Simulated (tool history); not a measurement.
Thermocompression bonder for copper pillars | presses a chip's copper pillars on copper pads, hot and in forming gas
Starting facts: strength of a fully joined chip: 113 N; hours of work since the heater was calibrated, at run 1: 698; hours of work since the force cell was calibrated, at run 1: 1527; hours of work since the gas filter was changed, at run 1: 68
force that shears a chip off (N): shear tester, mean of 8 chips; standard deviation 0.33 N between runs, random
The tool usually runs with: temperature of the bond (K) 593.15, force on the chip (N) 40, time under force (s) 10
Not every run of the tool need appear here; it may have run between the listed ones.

run,hour,temperature of the bond (K),force on the chip (N),time under force (s),hours of work since the heater was calibrated,hours of work since the force cell was calibrated,hours of work since the gas filter was changed,force that shears a chip off (N)
1,0.0,593.15,40,10,698,1527,68,70.3
2,48.9,593.15,40,10,719,1549,89,69.8
3,138.5,593.15,40,10,758,1588,128,69.7
4,218.3,593.15,40,10,793,1622,163,69.0
5,314.4,593.15,40,10,835,1664,205,68.2
6,384.6,612.15,40,10,865,1695,235,78.5
7,448.7,607.15,40,10,893,1723,263,76.2
8,541.8,593.15,40,10,934,1763,304,67.3
9,617.9,593.15,40,10,967,1796,337,66.5
10,697.5,593.15,40,10,1002,1831,371,66.1
# hour 735.2: forming gas filter changed
11,766.0,593.15,40,10,1031,1861,13,71.2
# hour 842.6: force cell calibrated
12,857.5,593.15,40,10,1070,6,53,75.1
13,924.7,593.15,40,10,1100,36,82,74.8
14,1020.9,593.15,40,10,1142,78,124,73.3
15,1108.3,593.15,40,10,1180,116,162,73.8
16,1199.0,593.15,40,10,1219,155,201,72.3
17,1276.2,593.15,40,10,1253,189,235,72.3
18,1343.8,593.15,40,6,1282,218,264,61.5
19,1444.0,593.15,40,6,1326,262,308,61.0
20,1519.1,593.15,40,9,1358,294,341,68.4
# hour 1527.6: heater calibrated with a thermocouple chip
21,1606.9,600.15,34,17,35,332,378,73.9
# hour 1630.4: forming gas filter changed
22,1667.6,593.15,47,11,61,358,16,80.8
23,1736.0,593.15,33,11,91,388,46,64.9
24,1820.5,604.15,33,6,127,425,83,58.5
25,1903.1,611.15,33,8,163,460,119,68.2
26,1998.9,580.15,58,26,205,502,160,94.4
27,2084.0,593.15,32,17,242,539,197,70.9
28,2143.4,615.15,55,10,268,565,223,94.1
29,2238.1,597.15,48,30,309,606,265,96.4

Run 30 comes next. What will it give?
30,2312.4,593.15,52,19,341,639,297,?

force that shears a chip off (N): 89.7
Minus the tool's unlogged condition, the same run would have read force that shears a chip off (N) 95.2.
